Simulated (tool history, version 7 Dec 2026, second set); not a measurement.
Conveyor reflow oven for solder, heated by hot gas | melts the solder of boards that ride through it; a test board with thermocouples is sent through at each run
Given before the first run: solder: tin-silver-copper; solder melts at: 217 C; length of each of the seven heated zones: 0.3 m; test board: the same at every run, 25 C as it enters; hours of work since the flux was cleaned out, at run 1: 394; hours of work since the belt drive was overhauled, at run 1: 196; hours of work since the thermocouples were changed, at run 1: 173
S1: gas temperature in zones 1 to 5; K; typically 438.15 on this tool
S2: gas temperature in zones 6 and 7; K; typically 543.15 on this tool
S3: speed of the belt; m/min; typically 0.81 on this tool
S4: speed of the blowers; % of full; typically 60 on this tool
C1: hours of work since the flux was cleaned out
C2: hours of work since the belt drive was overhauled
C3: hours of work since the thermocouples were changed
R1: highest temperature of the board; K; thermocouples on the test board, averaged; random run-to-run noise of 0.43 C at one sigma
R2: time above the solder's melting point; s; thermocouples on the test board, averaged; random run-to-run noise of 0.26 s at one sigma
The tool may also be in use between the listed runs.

run	hour	S1	S2	S3	S4	C1	C2	C3	R1	R2
1	0	438.15	543.15	0.81	60	394	196	173	516.45	25.6
2	11.8	438.15	543.15	0.81	60	401	203	180	516.75	26.3
3	22.5	438.15	543.15	0.81	71	407	209	186	520.45	28.4
# hour 34.4: flux residue cleaned out of gas plates and filters
4	35.7	438.15	543.15	0.81	71	1	213	191	523.75	30.8
5	44	438.15	543.15	0.81	60	5	218	195	520.55	28.6
6	55.7	438.15	543.15	0.81	60	12	224	202	520.65	27.9
7	63.6	438.15	543.15	0.81	60	16	229	206	520.55	28.6
8	73.3	438.15	543.15	0.81	60	22	234	212	520.65	28.7
9	81.9	438.15	543.15	0.81	60	27	239	216	519.95	28.8
10	92.1	438.15	543.15	0.81	60	32	245	222	520.35	28.5
11	100.9	431.15	540.15	0.83	60	37	250	227	514.75	23.7
12	113.5	431.15	540.15	0.83	60	44	257	234	514.75	23.3
13	122.5	431.15	540.15	0.83	60	49	262	239	515.25	23.4
14	132	431.15	540.15	0.83	60	55	267	244	514.55	23.4
15	144.3	449.15	543.15	0.81	60	61	274	251	521.35	31.9
16	152.2	449.15	543.15	0.81	60	66	278	256	521.45	31.4
17	159.3	438.15	531.15	0.873	60	70	282	260	506.65	18.4
18	169.8	438.15	531.15	0.873	60	76	288	265	506.55	18.3
19	177.2	438.15	531.15	0.873	60	80	292	270	506.75	17.7
20	189.6	431.15	540.15	0.816	61	87	299	277	515.05	24.5

Consider 3 possible next runs. They are alternatives, not a sequence: every one starts from the tool as it was left by run 20. What does each give?
A	198.5	431.15	553.15	0.816	61	92	304	282	?	?
B	198.5	431.15	543.15	0.926	60	92	304	282	?	?
C	198.5	440.15	545.15	0.816	61	92	304	282	?	?

run	R1	R2
A	526.75	30.2
B	511.95	18.9
C	521.85	29.2
Without the tool's unlogged condition, the same runs would have read:
run	R1	R2
A	527.75	30.5
B	512.95	19.4
C	522.85	29.5
